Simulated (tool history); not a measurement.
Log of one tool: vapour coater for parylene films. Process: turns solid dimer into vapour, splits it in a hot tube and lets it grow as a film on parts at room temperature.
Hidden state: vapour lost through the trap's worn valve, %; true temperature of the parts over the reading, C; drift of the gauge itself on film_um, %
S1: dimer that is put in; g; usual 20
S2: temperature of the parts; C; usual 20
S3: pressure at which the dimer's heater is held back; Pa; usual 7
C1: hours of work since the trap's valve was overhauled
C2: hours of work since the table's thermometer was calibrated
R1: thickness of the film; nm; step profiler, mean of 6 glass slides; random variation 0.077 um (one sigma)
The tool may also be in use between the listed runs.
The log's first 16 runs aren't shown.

run	hour	S1	S2	S3	C1	C2	R1
17	357.6	20	21	7	186	202	8740
18	381.1	15	20	7	196	212	6690
19	404.4	21	20	7	205	221	9350
20	420.6	20	20	7	212	228	8740
21	454.1	20	20	7	226	242	8870
22	474.2	20	14	3.94	234	250	11510
23	507.4	20	14	3.94	248	264	11620
24	529.4	24	27	3.94	257	273	10410
25	554.5	9	32	10.05	268	284	2730
26	570	14	20	8.51	274	290	5820
27	589.5	20	21	4.25	282	298	9700
28	609.2	20	21	4.25	291	307	9710
29	627.2	15	21	2.62	298	314	8080
30	659.6	14	16	2.25	312	328	8770
31	673.1	14	14	2.25	317	333	9060
32	693.5	28	20	7	326	342	12190
33	725.1	19	24	3.26	339	355	9020
34	756.5	34	26	7.52	352	368	12420
35	774.5	17	15	5.02	359	375	8710
36	797.2	17	20	3.99	369	385	8360
37	822.2	19	21	7.72	379	395	7760
38	839.1	9	30	7	386	402	3010
39	864	20	30	2.54	397	413	8700
40	891.9	20	22	2.54	408	424	10320
41	907.2	29	20	7.28	415	431	12230

3 ways to go on from here, each from the tool as it stands after run 41. What would each give?
A	934.7	29	21	7.28	426	442	?
B	934.7	29	30	8.9	426	442	?
C	934.7	20	15	9.6	426	442	?

run	R1
A	11780
B	9190
C	8670
Without the tool's hidden state the same runs would have given:
run	R1
A	13170
B	10280
C	9700
